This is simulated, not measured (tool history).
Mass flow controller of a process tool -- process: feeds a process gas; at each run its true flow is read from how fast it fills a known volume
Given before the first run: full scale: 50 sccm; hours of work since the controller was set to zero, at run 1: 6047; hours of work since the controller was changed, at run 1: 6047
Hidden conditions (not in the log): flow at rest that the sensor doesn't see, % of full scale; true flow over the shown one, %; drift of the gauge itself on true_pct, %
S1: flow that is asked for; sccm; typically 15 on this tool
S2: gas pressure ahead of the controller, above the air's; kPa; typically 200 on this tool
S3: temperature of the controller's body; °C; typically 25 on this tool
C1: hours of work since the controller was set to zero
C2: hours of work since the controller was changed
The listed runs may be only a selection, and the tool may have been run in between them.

{"run": 1, "day": 0.0, "S1": 15, "S2": 200, "S3": 25, "C1": 6047, "C2": 6047, "true flow (%)": 98.85}
{"run": 2, "day": 1.667, "S1": 15, "S2": 200, "S3": 25, "C1": 6075, "C2": 6075, "true flow (%)": 99.05}
{"run": 3, "day": 3.712, "S1": 15, "S2": 200, "S3": 25, "C1": 6110, "C2": 6110, "true flow (%)": 98.93}
{"run": 4, "day": 7.2, "S1": 15, "S2": 200, "S3": 25, "C1": 6170, "C2": 6170, "true flow (%)": 98.89}
{"run": 5, "day": 8.946, "S1": 15, "S2": 200, "S3": 25, "C1": 6199, "C2": 6199, "true flow (%)": 98.93}
{"run": 6, "day": 12.967, "S1": 15, "S2": 200, "S3": 25, "C1": 6268, "C2": 6268, "true flow (%)": 98.81}
{"run": 7, "day": 15.646, "S1": 15, "S2": 200, "S3": 25, "C1": 6313, "C2": 6313, "true flow (%)": 98.99}
{"run": 8, "day": 17.421, "S1": 15, "S2": 200, "S3": 32, "C1": 6343, "C2": 6343, "true flow (%)": 98.31}
{"run": 9, "day": 20.412, "S1": 15, "S2": 200, "S3": 32, "C1": 6394, "C2": 6394, "true flow (%)": 98.38}
{"run": 10, "day": 24.517, "S1": 15, "S2": 200, "S3": 32, "C1": 6464, "C2": 6464, "true flow (%)": 98.39}
{"run": 11, "day": 27.321, "S1": 15, "S2": 200, "S3": 32, "C1": 6511, "C2": 6511, "true flow (%)": 98.4}
{"run": 12, "day": 30.646, "S1": 15, "S2": 200, "S3": 25, "C1": 6568, "C2": 6568, "true flow (%)": 99.06}
{"run": 13, "day": 32.483, "S1": 15, "S2": 200, "S3": 25, "C1": 6599, "C2": 6599, "true flow (%)": 99}
{"run": 14, "day": 34.521, "S1": 15, "S2": 141, "S3": 35, "C1": 6634, "C2": 6634, "true flow (%)": 98.61}
{"run": 15, "day": 36.779, "S1": 15, "S2": 140, "S3": 25, "C1": 6672, "C2": 6672, "true flow (%)": 99.43}
{"run": 16, "day": 40.412, "S1": 7, "S2": 225, "S3": 23, "C1": 6734, "C2": 6734, "true flow (%)": 96.31}
{"run": 17, "day": 42.675, "S1": 46, "S2": 225, "S3": 28, "C1": 6772, "C2": 6772, "true flow (%)": 101.54}
{"run": 18, "day": 44.862, "S1": 14, "S2": 142, "S3": 36, "C1": 6810, "C2": 6810, "true flow (%)": 98.34}
{"run": 19, "day": 47.692, "S1": 49, "S2": 145, "S3": 36, "C1": 6858, "C2": 6858, "true flow (%)": 101.69}
{"run": 20, "day": 50.212, "S1": 49, "S2": 145, "S3": 36, "C1": 6900, "C2": 6900, "true flow (%)": 101.75}
{"run": 21, "day": 52.808, "S1": 15, "S2": 166, "S3": 30, "C1": 6945, "C2": 6945, "true flow (%)": 98.88}
{"run": 22, "day": 55.621, "S1": 22, "S2": 142, "S3": 27, "C1": 6992, "C2": 6992, "true flow (%)": 100.33}
{"run": 23, "day": 57.842, "S1": 41, "S2": 175, "S3": 27, "C1": 7030, "C2": 7030, "true flow (%)": 101.75}
{"run": 24, "day": 60.733, "S1": 41, "S2": 175, "S3": 27, "C1": 7079, "C2": 7079, "true flow (%)": 101.72}
{"run": 25, "day": 63.279, "S1": 42, "S2": 185, "S3": 27, "C1": 7123, "C2": 7123, "true flow (%)": 101.72}
{"run": 26, "day": 66.754, "S1": 41, "S2": 185, "S3": 35, "C1": 7182, "C2": 7182, "true flow (%)": 100.95}

Pick out some run-to-run changes in true flow (%). Of each, how much would a tool without hidden state show as well, from the settings, what came in and chance, and how much is left for the hidden state and any gauge scatter not in both results compared?
Run 15 -> 16: S1 15 -> 7, S2 140 -> 225, S3 25 -> 23. true flow (%) -3.12: hidden state -2.29, all else -0.83.
Run 16 -> 17: S1 7 -> 46, S3 23 -> 28. true flow (%) +5.23: hidden state +3.67, all else +1.56.
Run 18 -> 19: S1 14 -> 49, S2 142 -> 145. true flow (%) +3.35: hidden state +1.57, all else +1.78.
